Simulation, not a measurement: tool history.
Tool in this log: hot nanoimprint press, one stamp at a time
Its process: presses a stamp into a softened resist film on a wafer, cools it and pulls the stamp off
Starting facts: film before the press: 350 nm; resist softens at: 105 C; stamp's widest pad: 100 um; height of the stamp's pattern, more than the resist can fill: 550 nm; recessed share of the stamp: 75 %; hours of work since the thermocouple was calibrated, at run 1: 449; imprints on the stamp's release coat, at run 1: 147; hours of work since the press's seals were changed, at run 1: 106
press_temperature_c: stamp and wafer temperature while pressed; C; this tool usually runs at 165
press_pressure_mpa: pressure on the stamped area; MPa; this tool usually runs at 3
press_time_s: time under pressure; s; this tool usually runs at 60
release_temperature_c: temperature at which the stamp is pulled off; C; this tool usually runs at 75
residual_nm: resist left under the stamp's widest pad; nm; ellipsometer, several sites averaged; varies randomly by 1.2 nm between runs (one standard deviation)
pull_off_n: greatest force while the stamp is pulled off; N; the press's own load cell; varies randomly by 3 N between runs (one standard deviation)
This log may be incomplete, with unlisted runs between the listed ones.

| run | hour | press_temperature_c | press_pressure_mpa | press_time_s | release_temperature_c | hours of work since the thermocouple was calibrated | imprints on the stamp's release coat | hours of work since the press's seals were changed | residual_nm | pull_off_n |
|---|---|---|---|---|---|---|---|---|---|---|
| 1 | 0 | 165 | 3 | 60 | 75 | 449 | 147 | 106 | 182.4 | 141 |
| 2 | 6.6 | 165 | 3 | 60 | 75 | 452 | 160 | 110 | 183.2 | 139 |
| 3 | 15.5 | 165 | 4.52 | 60 | 75 | 458 | 178 | 116 | 155.7 | 144 |
| 4 | 20 | 165 | 3 | 60 | 75 | 461 | 187 | 118 | 185.6 | 141 |
| 5 | 25.3 | 165 | 3 | 60 | 75 | 464 | 198 | 121 | 182.9 | 143 |
| 6 | 33 | 165 | 3 | 60 | 82 | 468 | 214 | 126 | 183.2 | 122 |
| 7 | 41.3 | 165 | 3 | 60 | 75 | 473 | 231 | 131 | 184.7 | 137 |
| 8 | 46.8 | 165 | 3 | 60 | 75 | 477 | 242 | 134 | 182.7 | 144 |
| 9 | 52.8 | 165 | 3 | 60 | 75 | 480 | 254 | 138 | 183.8 | 148 |
| 10 | 60.4 | 164 | 3 | 60 | 75 | 485 | 269 | 143 | 191.7 | 140 |
| 11 | 67.1 | 164 | 3 | 60 | 75 | 489 | 283 | 147 | 189.6 | 139 |
| 12 | 76.6 | 164 | 3 | 60 | 75 | 495 | 302 | 152 | 192.3 | 146 |
| 13 | 85.7 | 165 | 3 | 60 | 75 | 500 | 321 | 158 | 183.2 | 150 |
| 14 | 91.9 | 165 | 3 | 60 | 75 | 504 | 333 | 162 | 183.4 | 139 |
| 15 | 97.5 | 165 | 3 | 60 | 75 | 507 | 345 | 165 | 182.4 | 145 |
| 16 | 105 | 155 | 3 | 92 | 75 | 512 | 360 | 169 | 244.7 | 148 |
| 17 | 110.2 | 156 | 2.38 | 32 | 72 | 515 | 370 | 173 | 303.2 | 155 |
| 18 | 115.8 | 165 | 2.89 | 109 | 75 | 518 | 382 | 176 | 147.9 | 142 |
| 19 | 124 | 165 | 2.11 | 60 | 75 | 523 | 398 | 181 | 206.5 | 145 |
|  | 127.8 | plate thermocouple calibrated |
| 20 | 137.2 | 165 | 2.11 | 60 | 75 | 6 | 419 | 187 | 204.9 | 140 |
| 21 | 145.5 | 175 | 3 | 73 | 74 | 11 | 436 | 192 | 104.6 | 146 |
| 22 | 152.4 | 175 | 3 | 73 | 74 | 15 | 450 | 196 | 104.4 | 152 |
| 23 | 159.2 | 175 | 3 | 73 | 74 | 19 | 464 | 200 | 105.1 | 146 |
| 24 | 166.7 | 175 | 3 | 73 | 74 | 23 | 479 | 205 | 105.9 | 145 |
| 25 | 172.8 | 175 | 3 | 73 | 74 | 27 | 491 | 209 | 104.9 | 146 |
| 26 | 177.6 | 175 | 3 | 73 | 74 | 30 | 501 | 211 | 104.5 | 148 |
| 27 | 183.8 | 175 | 3 | 73 | 74 | 34 | 513 | 215 | 104.2 | 152 |
| 28 | 192 | 175 | 3 | 57 | 74 | 39 | 530 | 220 | 114.9 | 146 |
| 29 | 199 | 158 | 3 | 95 | 74 | 43 | 544 | 224 | 211.7 | 148 |
| 30 | 209.3 | 158 | 3 | 95 | 74 | 49 | 565 | 231 | 215 | 140 |

4 ways to go on from here, each from the tool as it stands after run 30. What would each give?
| A | 215 | 165 | 3.44 | 97 | 75 | 53 | 577 | 234 | ? | ? |
| B | 215 | 165 | 3 | 101 | 75 | 53 | 577 | 234 | ? | ? |
| C | 215 | 165 | 3 | 63 | 79 | 53 | 577 | 234 | ? | ? |
| D | 215 | 165 | 3 | 60 | 78 | 53 | 577 | 234 | ? | ? |

| run | residual_nm | pull_off_n |
|---|---|---|
| A | 145.2 | 147 |
| B | 152 | 147 |
| C | 179.4 | 131 |
| D | 183.9 | 130 |
What these runs would have given with no unlogged condition in the tool:
| run | residual_nm | pull_off_n |
|---|---|---|
| A | 145.1 | 146 |
| B | 151.9 | 146 |
| C | 179.3 | 131 |
| D | 183.8 | 129 |
